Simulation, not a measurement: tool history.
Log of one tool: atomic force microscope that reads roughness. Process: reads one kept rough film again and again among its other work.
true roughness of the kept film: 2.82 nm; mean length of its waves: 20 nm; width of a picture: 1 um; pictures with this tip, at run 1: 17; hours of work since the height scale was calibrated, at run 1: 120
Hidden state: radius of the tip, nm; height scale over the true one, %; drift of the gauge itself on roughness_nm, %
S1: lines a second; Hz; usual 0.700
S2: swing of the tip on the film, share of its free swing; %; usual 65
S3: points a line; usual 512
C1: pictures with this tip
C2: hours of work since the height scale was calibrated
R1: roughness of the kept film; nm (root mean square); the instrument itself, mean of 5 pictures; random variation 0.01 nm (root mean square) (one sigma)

{"run": 1, "hour": 0.0, "S1": 0.7, "S2": 65, "S3": 512, "C1": 17, "C2": 120, "R1": 2.049}
{"run": 2, "hour": 17.7, "S1": 0.7, "S2": 65, "S3": 512, "C1": 47, "C2": 130, "R1": 1.77}
{"run": 3, "hour": 35.0, "S1": 0.7, "S2": 65, "S3": 512, "C1": 77, "C2": 139, "R1": 1.524}
{"hour": 40.0, "done": "new tip fitted"}
{"run": 4, "hour": 43.2, "S1": 0.7, "S2": 65, "S3": 512, "C1": 5, "C2": 144, "R1": 2.167}
{"run": 5, "hour": 57.5, "S1": 0.7, "S2": 65, "S3": 668, "C1": 30, "C2": 151, "R1": 1.9}
{"run": 6, "hour": 71.0, "S1": 0.7, "S2": 65, "S3": 668, "C1": 53, "C2": 159, "R1": 1.713}
{"run": 7, "hour": 86.1, "S1": 0.7, "S2": 63, "S3": 512, "C1": 80, "C2": 167, "R1": 1.501}
{"hour": 90.8, "done": "new tip fitted"}
{"run": 8, "hour": 103.5, "S1": 0.7, "S2": 65, "S3": 512, "C1": 22, "C2": 177, "R1": 2.009}
{"run": 9, "hour": 115.8, "S1": 0.7, "S2": 65, "S3": 512, "C1": 43, "C2": 183, "R1": 1.794}
{"run": 10, "hour": 130.1, "S1": 0.7, "S2": 65, "S3": 512, "C1": 68, "C2": 191, "R1": 1.579}
{"hour": 140.4, "done": "new tip fitted"}
{"run": 11, "hour": 140.5, "S1": 0.7, "S2": 65, "S3": 512, "C1": 0, "C2": 197, "R1": 2.28}
{"run": 12, "hour": 154.9, "S1": 0.7, "S2": 65, "S3": 413, "C1": 25, "C2": 205, "R1": 1.984}
{"run": 13, "hour": 165.2, "S1": 0.7, "S2": 65, "S3": 413, "C1": 42, "C2": 210, "R1": 1.785}
{"run": 14, "hour": 174.6, "S1": 0.7, "S2": 65, "S3": 395, "C1": 59, "C2": 215, "R1": 1.666}
{"run": 15, "hour": 182.4, "S1": 0.7, "S2": 65, "S3": 395, "C1": 72, "C2": 220, "R1": 1.561}
{"hour": 191.0, "done": "new tip fitted"}
{"run": 16, "hour": 198.7, "S1": 0.7, "S2": 65, "S3": 395, "C1": 13, "C2": 229, "R1": 2.099}
{"run": 17, "hour": 216.8, "S1": 0.7, "S2": 65, "S3": 512, "C1": 45, "C2": 238, "R1": 1.762}
{"run": 18, "hour": 227.4, "S1": 0.7, "S2": 65, "S3": 761, "C1": 63, "C2": 244, "R1": 1.643}
{"run": 19, "hour": 238.5, "S1": 0.7, "S2": 65, "S3": 525, "C1": 82, "C2": 250, "R1": 1.502}
{"hour": 241.6, "done": "new tip fitted"}
{"run": 20, "hour": 255.6, "S1": 0.7, "S2": 65, "S3": 525, "C1": 24, "C2": 260, "R1": 1.959}
{"run": 21, "hour": 267.3, "S1": 0.7, "S2": 65, "S3": 525, "C1": 44, "C2": 266, "R1": 1.749}
{"run": 22, "hour": 274.8, "S1": 0.575, "S2": 79, "S3": 490, "C1": 57, "C2": 270, "R1": 1.605}
{"run": 23, "hour": 283.5, "S1": 0.575, "S2": 79, "S3": 490, "C1": 72, "C2": 275, "R1": 1.504}
{"hour": 292.3, "done": "new tip fitted"}
{"run": 24, "hour": 296.0, "S1": 2.844, "S2": 79, "S3": 265, "C1": 7, "C2": 282, "R1": 1.76}
{"run": 25, "hour": 312.3, "S1": 0.7, "S2": 56, "S3": 536, "C1": 35, "C2": 291, "R1": 1.86}
{"run": 26, "hour": 320.7, "S1": 0.7, "S2": 56, "S3": 536, "C1": 49, "C2": 295, "R1": 1.737}
{"run": 27, "hour": 338.7, "S1": 1.337, "S2": 57, "S3": 290, "C1": 80, "C2": 305, "R1": 1.446}
{"hour": 342.6, "done": "new tip fitted"}
{"run": 28, "hour": 353.5, "S1": 1.415, "S2": 88, "S3": 568, "C1": 19, "C2": 313, "R1": 1.778}
{"run": 29, "hour": 369.4, "S1": 2.622, "S2": 63, "S3": 488, "C1": 46, "C2": 322, "R1": 1.687}
{"run": 30, "hour": 379.5, "S1": 2.622, "S2": 63, "S3": 488, "C1": 64, "C2": 327, "R1": 1.535}
{"hour": 392.6, "done": "new tip fitted"}
{"run": 31, "hour": 393.9, "S1": 3.886, "S2": 65, "S3": 462, "C1": 2, "C2": 335, "R1": 2.019}
{"run": 32, "hour": 407.3, "S1": 2.249, "S2": 79, "S3": 277, "C1": 25, "C2": 342, "R1": 1.671}
{"run": 33, "hour": 419.9, "S1": 2.249, "S2": 79, "S3": 277, "C1": 47, "C2": 349, "R1": 1.512}
{"run": 34, "hour": 429.9, "S1": 2.249, "S2": 79, "S3": 277, "C1": 64, "C2": 355, "R1": 1.401}
{"hour": 442.2, "done": "new tip fitted"}
{"run": 35, "hour": 444.5, "S1": 2.249, "S2": 82, "S3": 424, "C1": 4, "C2": 363, "R1": 1.892}
{"run": 36, "hour": 456.6, "S1": 3.565, "S2": 65, "S3": 512, "C1": 24, "C2": 369, "R1": 1.814}
{"run": 37, "hour": 471.8, "S1": 1.818, "S2": 62, "S3": 512, "C1": 51, "C2": 378, "R1": 1.705}

Forecast each of these 5 alternatives for the next run:
{"run": "A", "hour": 483.7, "S1": 0.7, "S2": 57, "S3": 746, "C1": 71, "C2": 384, "R1": "?"}
{"run": "B", "hour": 483.7, "S1": 3.733, "S2": 61, "S3": 512, "C1": 71, "C2": 384, "R1": "?"}
{"run": "C", "hour": 483.7, "S1": 2.697, "S2": 70, "S3": 257, "C1": 71, "C2": 384, "R1": "?"}
{"run": "D", "hour": 483.7, "S1": 0.7, "S2": 59, "S3": 512, "C1": 71, "C2": 384, "R1": "?"}
{"run": "E", "hour": 483.7, "S1": 2.876, "S2": 77, "S3": 271, "C1": 71, "C2": 384, "R1": "?"}

run=A R1=1.624
run=B R1=1.470
run=C R1=1.384
run=D R1=1.596
run=E R1=1.299
Without the tool's hidden state the same runs would have given:
run=A R1=2.339
run=B R1=2.116
run=C R1=1.995
run=D R1=2.300
run=E R1=1.874
